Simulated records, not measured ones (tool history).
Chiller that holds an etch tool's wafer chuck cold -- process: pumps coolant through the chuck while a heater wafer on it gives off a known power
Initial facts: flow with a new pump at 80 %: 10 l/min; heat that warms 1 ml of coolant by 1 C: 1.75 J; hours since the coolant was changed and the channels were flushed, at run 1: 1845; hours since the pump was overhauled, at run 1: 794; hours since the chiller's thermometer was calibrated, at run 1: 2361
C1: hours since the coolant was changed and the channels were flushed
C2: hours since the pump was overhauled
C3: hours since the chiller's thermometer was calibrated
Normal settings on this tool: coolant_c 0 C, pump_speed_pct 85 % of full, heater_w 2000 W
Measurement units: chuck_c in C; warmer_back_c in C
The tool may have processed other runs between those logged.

Run 1, hour 0: usual settings; C1 1845; C2 794; C3 2361. Result: chuck_c 16.7 C, warmer_back_c 6.54 C.
Run 2, hour 30.5: usual settings; C1 1875; C2 825; C3 2391. Result: chuck_c 16.6 C, warmer_back_c 6.52 C.
Run 3, hour 103.9: usual settings but heater_w 2153 W; C1 1949; C2 898; C3 2465. Result: chuck_c 18 C, warmer_back_c 7.02 C.
Run 4, hour 158.6: usual settings but heater_w 2153 W; C1 2003; C2 953; C3 2519. Result: chuck_c 18.3 C, warmer_back_c 7.05 C.
Run 5, hour 188.1: usual settings but coolant_c 9 C, heater_w 2153 W; C1 2033; C2 982; C3 2549. Result: chuck_c 27.1 C, warmer_back_c 7.08 C.
Run 6, hour 243.2: usual settings but coolant_c 9 C, heater_w 2153 W; C1 2088; C2 1037; C3 2604. Result: chuck_c 27.1 C, warmer_back_c 7.07 C.
Run 7, hour 282: usual settings but coolant_c 9 C, heater_w 2153 W; C1 2127; C2 1076; C3 2643. Result: chuck_c 27.2 C, warmer_back_c 7.1 C.
Run 8, hour 352.7: usual settings but heater_w 2745 W; C1 2197; C2 1147; C3 2713. Result: chuck_c 23.4 C, warmer_back_c 9 C.
Run 9, hour 420.8: usual settings but heater_w 2745 W; C1 2265; C2 1215; C3 2781. Result: chuck_c 23.5 C, warmer_back_c 9.11 C.
At hour 447.9: chiller's thermometer calibrated.
Run 10, hour 483.6: usual settings; C1 2327; C2 1277; C3 36. Result: chuck_c 17.4 C, warmer_back_c 6.59 C.
Run 11, hour 521.8: usual settings but heater_w 2419 W; C1 2365; C2 1315; C3 74. Result: chuck_c 21 C, warmer_back_c 8.04 C.
Run 12, hour 564.9: usual settings but heater_w 2493 W; C1 2409; C2 1358; C3 117. Result: chuck_c 21.8 C, warmer_back_c 8.25 C.
Run 13, hour 620.7: usual settings but heater_w 2493 W; C1 2464; C2 1414; C3 173. Result: chuck_c 22 C, warmer_back_c 8.31 C.
Run 14, hour 689.3: usual settings but heater_w 2493 W; C1 2533; C2 1483; C3 241. Result: chuck_c 21.8 C, warmer_back_c 8.21 C.
Run 15, hour 744.5: usual settings but heater_w 2493 W; C1 2588; C2 1538; C3 297. Result: chuck_c 21.8 C, warmer_back_c 8.3 C.
Run 16, hour 800.8: usual settings but heater_w 2493 W; C1 2644; C2 1594; C3 353. Result: chuck_c 21.8 C, warmer_back_c 8.36 C.
Run 17, hour 841.7: usual settings but heater_w 2493 W; C1 2685; C2 1635; C3 394. Result: chuck_c 22 C, warmer_back_c 8.3 C.
Run 18, hour 880.9: usual settings but coolant_c 1 C; C1 2725; C2 1674; C3 433. Result: chuck_c 18.5 C, warmer_back_c 6.67 C.
Run 19, hour 916.3: usual settings but coolant_c 9 C, pump_speed_pct 95 % of full, heater_w 2778 W; C1 2760; C2 1710; C3 468. Result: chuck_c 31.5 C, warmer_back_c 8.23 C.
Run 20, hour 965.8: usual settings but coolant_c 5 C, pump_speed_pct 95 % of full, heater_w 1535 W; C1 2809; C2 1759; C3 518. Result: chuck_c 17.1 C, warmer_back_c 4.53 C.
Run 21, hour 1010.3: usual settings but coolant_c -9 C, pump_speed_pct 97 % of full; C1 2854; C2 1804; C3 562. Result: chuck_c 6.8 C, warmer_back_c 5.78 C.
Run 22, hour 1044.4: usual settings but coolant_c -9 C; C1 2888; C2 1838; C3 597. Result: chuck_c 8.7 C, warmer_back_c 6.69 C.
Run 23, hour 1075.3: usual settings but coolant_c -9 C; C1 2919; C2 1869; C3 627. Result: chuck_c 8.6 C, warmer_back_c 6.71 C.
Run 24, hour 1108.1: usual settings but coolant_c -9 C, heater_w 1817 W; C1 2952; C2 1901; C3 660. Result: chuck_c 7 C, warmer_back_c 6.06 C.
Run 25, hour 1153.7: usual settings but coolant_c 3 C, pump_speed_pct 73 % of full, heater_w 2035 W; C1 2997; C2 1947; C3 706. Result: chuck_c 23.2 C, warmer_back_c 8.05 C.

Predict each of these 5 candidate next runs independently; none follows another, all start after run 25:
Run A, hour 1193.5: usual settings but coolant_c -3 C, heater_w 1031 W; C1 3037; C2 1987; C3 746. Result: chuck_c ?, warmer_back_c ?.
Run B, hour 1193.5: usual settings but coolant_c 2 C; C1 3037; C2 1987; C3 746. Result: chuck_c ?, warmer_back_c ?.
Run C, hour 1193.5: usual settings but coolant_c 7 C, pump_speed_pct 78 % of full, heater_w 1516 W; C1 3037; C2 1987; C3 746. Result: chuck_c ?, warmer_back_c ?.
Run D, hour 1193.5: usual settings but coolant_c 3 C, pump_speed_pct 73 % of full, heater_w 2035 W; C1 3037; C2 1987; C3 746. Result: chuck_c ?, warmer_back_c ?.
Run E, hour 1193.5: usual settings but coolant_c 3 C, pump_speed_pct 69 % of full, heater_w 1077 W; C1 3037; C2 1987; C3 746. Result: chuck_c ?, warmer_back_c ?.

run  chuck_c  warmer_back_c
  A      5.9           3.48
  B     19.7           6.72
  C     21.1           5.61
  D     23.1           8.09
  E       14           4.52
Stripped of hidden state, with their random variation kept, the same runs would have yielded:
run  chuck_c  warmer_back_c
  A      5.4           3.32
  B     18.6           6.41
  C     20.3           5.35
  D     21.9           7.71
  E     13.3           4.31
